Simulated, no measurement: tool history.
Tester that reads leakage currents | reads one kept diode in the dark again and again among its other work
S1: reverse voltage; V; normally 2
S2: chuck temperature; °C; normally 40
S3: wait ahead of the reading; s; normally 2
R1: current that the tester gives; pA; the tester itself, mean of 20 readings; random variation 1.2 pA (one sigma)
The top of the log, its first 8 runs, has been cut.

| run | hour | S1 | S2 | S3 | R1 |
|---|---|---|---|---|---|
| 9 | 609 | 2 | 40 | 2.63 | 395.73 |
| 10 | 683.9 | 2 | 40 | 2.63 | 396.49 |
| 11 | 732.4 | 5.22 | 40 | 2 | 561.78 |
| 12 | 800.5 | 5.22 | 40 | 2 | 562.98 |
| 13 | 896.7 | 2 | 40 | 2 | 399.91 |
| 14 | 982.9 | 2 | 40 | 2 | 398.68 |
| 15 | 1075 | 2 | 40 | 2 | 401.69 |
| 16 | 1126 | 2 | 40 | 2 | 401.72 |
| 17 | 1168.9 | 2 | 40 | 2 | 401.09 |
| 18 | 1228 | 2 | 40 | 4.75 | 400.63 |
| 19 | 1269.5 | 2 | 40 | 5.47 | 401.36 |
| 20 | 1312.1 | 2 | 40 | 5.47 | 402.4 |
| 21 | 1366.6 | 2 | 40 | 5.47 | 401.42 |
| 22 | 1439.3 | 2 | 25 | 2 | 116.09 |
| 23 | 1527.9 | 1.67 | 25 | 3.36 | 109.37 |
| 24 | 1584.5 | 1.67 | 25 | 3.36 | 109.56 |
| 25 | 1652 | 1.67 | 35 | 1.69 | 253.84 |

Run 26 is up next; what results do you expect?
| 26 | 1733.5 | 1.67 | 35 | 1.69 | ? |

{"run 26": {"R1": 253.85}}
The same run, on a tool lacking any hidden state, would have yielded R1 239.44 pA.
